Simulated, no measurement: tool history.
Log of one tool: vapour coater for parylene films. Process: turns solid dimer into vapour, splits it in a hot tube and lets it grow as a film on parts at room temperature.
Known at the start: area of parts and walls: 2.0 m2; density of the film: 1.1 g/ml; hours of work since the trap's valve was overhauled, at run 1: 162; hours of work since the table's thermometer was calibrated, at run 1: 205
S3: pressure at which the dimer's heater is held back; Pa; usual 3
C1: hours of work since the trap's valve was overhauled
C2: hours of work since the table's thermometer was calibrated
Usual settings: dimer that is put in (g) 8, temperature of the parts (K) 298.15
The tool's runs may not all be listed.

run 1 day=0 | dimer_that_is_put_in_(g)=8 temperature_of_the_parts_(K)=298.15 S3=3 | C1=162 C2=205 | thickness_of_the_film_(um)=1.82
run 2 day=0.904 | dimer_that_is_put_in_(g)=8 temperature_of_the_parts_(K)=298.15 S3=3 | C1=172 C2=214 | thickness_of_the_film_(um)=1.79
run 3 day=1.517 | dimer_that_is_put_in_(g)=8 temperature_of_the_parts_(K)=298.15 S3=3 | C1=178 C2=221 | thickness_of_the_film_(um)=1.82
run 4 day=2.15 | dimer_that_is_put_in_(g)=8 temperature_of_the_parts_(K)=298.15 S3=3 | C1=184 C2=227 | thickness_of_the_film_(um)=1.82
run 5 day=2.654 | dimer_that_is_put_in_(g)=8 temperature_of_the_parts_(K)=298.15 S3=3.21 | C1=189 C2=232 | thickness_of_the_film_(um)=1.77
run 6 day=3.775 | dimer_that_is_put_in_(g)=8 temperature_of_the_parts_(K)=298.15 S3=3.21 | C1=201 C2=244 | thickness_of_the_film_(um)=1.83
run 7 day=4.412 | dimer_that_is_put_in_(g)=8 temperature_of_the_parts_(K)=298.15 S3=3.21 | C1=207 C2=250 | thickness_of_the_film_(um)=1.78
run 8 day=5.179 | dimer_that_is_put_in_(g)=8 temperature_of_the_parts_(K)=304.15 S3=3.21 | C1=215 C2=258 | thickness_of_the_film_(um)=1.46
run 9 day=5.912 | dimer_that_is_put_in_(g)=8 temperature_of_the_parts_(K)=304.15 S3=3.21 | C1=223 C2=265 | thickness_of_the_film_(um)=1.53
-- day=6.004 table's thermometer calibrated
run 10 day=7.133 | dimer_that_is_put_in_(g)=8 temperature_of_the_parts_(K)=301.15 S3=3.21 | C1=235 C2=12 | thickness_of_the_film_(um)=1.62
run 11 day=8.058 | dimer_that_is_put_in_(g)=6 temperature_of_the_parts_(K)=294.15 S3=10.2 | C1=244 C2=21 | thickness_of_the_film_(um)=1.29
run 12 day=8.912 | dimer_that_is_put_in_(g)=5 temperature_of_the_parts_(K)=298.15 S3=3 | C1=253 C2=30 | thickness_of_the_film_(um)=1.09
run 13 day=10.121 | dimer_that_is_put_in_(g)=5 temperature_of_the_parts_(K)=298.15 S3=3 | C1=265 C2=42 | thickness_of_the_film_(um)=1.1
-- day=10.583 table's thermometer calibrated, once more
run 14 day=11.033 | dimer_that_is_put_in_(g)=4 temperature_of_the_parts_(K)=307.15 S3=3 | C1=274 C2=5 | thickness_of_the_film_(um)=0.64
run 15 day=12.167 | dimer_that_is_put_in_(g)=4 temperature_of_the_parts_(K)=291.15 S3=3 | C1=286 C2=16 | thickness_of_the_film_(um)=1.13
run 16 day=13.1 | dimer_that_is_put_in_(g)=4 temperature_of_the_parts_(K)=299.15 S3=3 | C1=295 C2=26 | thickness_of_the_film_(um)=0.84
run 17 day=14.188 | dimer_that_is_put_in_(g)=4 temperature_of_the_parts_(K)=299.15 S3=5.65 | C1=306 C2=37 | thickness_of_the_film_(um)=0.8
run 18 day=15.033 | dimer_that_is_put_in_(g)=4 temperature_of_the_parts_(K)=299.15 S3=5.65 | C1=315 C2=45 | thickness_of_the_film_(um)=0.75

4 ways to go on from here, each from the tool as it stands after run 18. What would each give?
run A day=16.171 | dimer_that_is_put_in_(g)=8 temperature_of_the_parts_(K)=298.15 S3=3 | C1=326 C2=57 | thickness_of_the_film_(um)=?
run B day=16.171 | dimer_that_is_put_in_(g)=7 temperature_of_the_parts_(K)=292.15 S3=9.71 | C1=326 C2=57 | thickness_of_the_film_(um)=?
run C day=16.171 | dimer_that_is_put_in_(g)=10 temperature_of_the_parts_(K)=298.15 S3=8.36 | C1=326 C2=57 | thickness_of_the_film_(um)=?
run D day=16.171 | dimer_that_is_put_in_(g)=8 temperature_of_the_parts_(K)=299.15 S3=2.81 | C1=326 C2=57 | thickness_of_the_film_(um)=?

run=A thickness_of_the_film_(um)=1.75
run=B thickness_of_the_film_(um)=1.57
run=C thickness_of_the_film_(um)=1.89
run=D thickness_of_the_film_(um)=1.79
Without the tool's hidden state the same runs would have given:
run=A thickness_of_the_film_(um)=1.88
run=B thickness_of_the_film_(um)=1.69
run=C thickness_of_the_film_(um)=2.03
run=D thickness_of_the_film_(um)=1.91

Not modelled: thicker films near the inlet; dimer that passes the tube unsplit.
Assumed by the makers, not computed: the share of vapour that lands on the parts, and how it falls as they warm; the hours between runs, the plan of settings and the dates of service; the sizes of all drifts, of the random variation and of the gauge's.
